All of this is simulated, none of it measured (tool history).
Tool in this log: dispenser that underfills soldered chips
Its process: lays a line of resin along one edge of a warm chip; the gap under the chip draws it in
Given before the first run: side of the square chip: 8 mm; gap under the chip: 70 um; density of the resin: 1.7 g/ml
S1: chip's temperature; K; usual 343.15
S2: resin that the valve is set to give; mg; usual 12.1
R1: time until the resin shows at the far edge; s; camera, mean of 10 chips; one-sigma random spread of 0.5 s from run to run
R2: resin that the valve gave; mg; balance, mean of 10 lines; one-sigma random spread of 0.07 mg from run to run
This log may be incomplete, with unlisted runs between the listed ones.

{"run": 1, "day": 0.0, "S1": 343.15, "S2": 12.1, "R1": 50.5, "R2": 11.76}
{"day": 0.071, "done": "new syringe of resin"}
{"run": 2, "day": 0.383, "S1": 343.15, "S2": 12.1, "R1": 47.5, "R2": 11.73}
{"day": 0.638, "done": "new syringe of resin"}
{"run": 3, "day": 0.646, "S1": 333.15, "S2": 12.1, "R1": 64.4, "R2": 11.65}
{"run": 4, "day": 0.925, "S1": 343.15, "S2": 12.2, "R1": 45.1, "R2": 11.79}
{"run": 5, "day": 1.104, "S1": 343.15, "S2": 12.2, "R1": 50.7, "R2": 11.64}
{"day": 1.208, "done": "new syringe of resin"}
{"run": 6, "day": 1.475, "S1": 343.15, "S2": 12.2, "R1": 45.1, "R2": 11.61}
{"day": 1.783, "done": "new syringe of resin"}
{"run": 7, "day": 1.8, "S1": 343.15, "S2": 12.2, "R1": 40.2, "R2": 11.6}
{"run": 8, "day": 2.092, "S1": 343.15, "S2": 12.2, "R1": 45.1, "R2": 11.57}
{"run": 9, "day": 2.271, "S1": 343.15, "S2": 12.2, "R1": 49.3, "R2": 11.37}
{"day": 2.346, "done": "new syringe of resin"}
{"run": 10, "day": 2.446, "S1": 343.15, "S2": 12.2, "R1": 41.4, "R2": 11.53}
{"run": 11, "day": 2.638, "S1": 344.15, "S2": 12.2, "R1": 43.6, "R2": 11.48}
{"run": 12, "day": 2.879, "S1": 343.15, "S2": 13.1, "R1": 51.7, "R2": 12.18}
{"day": 2.921, "done": "new syringe of resin"}
{"run": 13, "day": 3.171, "S1": 343.15, "S2": 13.1, "R1": 43.9, "R2": 12.18}
{"day": 3.304, "done": "dispensing valve cleaned and set on the balance"}
{"day": 3.517, "done": "new syringe of resin"}
{"run": 14, "day": 3.538, "S1": 343.15, "S2": 13.1, "R1": 37.7, "R2": 13.14}
{"run": 15, "day": 3.712, "S1": 357.15, "S2": 12.1, "R1": 22.4, "R2": 11.95}
{"run": 16, "day": 3.946, "S1": 357.15, "S2": 12.1, "R1": 25.6, "R2": 11.89}
{"day": 4.092, "done": "new syringe of resin"}
{"run": 17, "day": 4.338, "S1": 357.15, "S2": 12.1, "R1": 22.3, "R2": 11.87}
{"day": 4.667, "done": "new syringe of resin"}
{"run": 18, "day": 4.738, "S1": 357.15, "S2": 12.1, "R1": 20.7, "R2": 11.97}
{"run": 19, "day": 5.108, "S1": 337.15, "S2": 12.1, "R1": 65, "R2": 11.84}
{"day": 5.238, "done": "new syringe of resin"}
{"run": 20, "day": 5.438, "S1": 337.15, "S2": 12.1, "R1": 56.9, "R2": 11.88}
{"run": 21, "day": 5.717, "S1": 331.15, "S2": 12.1, "R1": 89.9, "R2": 11.74}
{"day": 5.804, "done": "new syringe of resin"}
{"run": 22, "day": 5.921, "S1": 329.15, "S2": 12.1, "R1": 85.5, "R2": 11.73}
{"run": 23, "day": 6.162, "S1": 345.15, "S2": 11.4, "R1": 44.1, "R2": 10.95}
{"day": 6.354, "done": "new syringe of resin"}
{"run": 24, "day": 6.354, "S1": 345.15, "S2": 11.4, "R1": 35.2, "R2": 10.93}
{"run": 25, "day": 6.562, "S1": 343.15, "S2": 12.7, "R1": 41.9, "R2": 12.1}
{"run": 26, "day": 6.796, "S1": 343.15, "S2": 12.7, "R1": 47.6, "R2": 12.23}
{"day": 6.929, "done": "new syringe of resin"}
{"run": 27, "day": 7.188, "S1": 335.15, "S2": 11.4, "R1": 68.5, "R2": 10.93}
{"run": 28, "day": 7.433, "S1": 335.15, "S2": 11.4, "R1": 76.7, "R2": 10.8}
{"day": 7.504, "done": "new syringe of resin"}
{"run": 29, "day": 7.725, "S1": 345.15, "S2": 10.5, "R1": 40.1, "R2": 9.8}
{"day": 8.071, "done": "new syringe of resin"}
{"run": 30, "day": 8.112, "S1": 345.15, "S2": 10.5, "R1": 37.8, "R2": 9.83}
{"run": 31, "day": 8.279, "S1": 339.15, "S2": 10.5, "R1": 54.3, "R2": 9.74}
{"day": 8.5, "done": "dispensing valve cleaned and set on the balance"}
{"run": 32, "day": 8.508, "S1": 338.15, "S2": 10.8, "R1": 62.3, "R2": 10.94}
{"day": 8.675, "done": "new syringe of resin"}
{"run": 33, "day": 8.771, "S1": 333.15, "S2": 13.9, "R1": 66, "R2": 13.91}

For some of the steps in R1 from one run to the next: how much would appear even if the tool had no hidden state, given the settings, what came in and random variation, and how much remains for the hidden state plus any gauge scatter that the measured result and the result without hidden state don't share?
Hidden state at play: resin's viscosity, % of fresh resin's; dose that the valve gives, % of what is set; true chip temperature over the reading, C; drift of the gauge itself on fill_s, %; drift of the gauge itself on given_mg, %.
Run 18 -> 19: S1 357.15 -> 337.15. R1 +44.3 s: hidden state +11.2, all else +33.1.
Run 20 -> 21: S1 337.15 -> 331.15. R1 +33 s: hidden state +13, all else +20.
Run 21 -> 22: S1 331.15 -> 329.15, new syringe of resin. R1 -4.4 s: hidden state -13.2, all else +8.8.
Run 22 -> 23: S1 329.15 -> 345.15, S2 12.1 -> 11.4. R1 -41.4 s: hidden state +3.5, all else -44.9.
Run 28 -> 29: S1 335.15 -> 345.15, S2 11.4 -> 10.5, new syringe of resin. R1 -36.6 s: hidden state -13.7, all else -22.9.
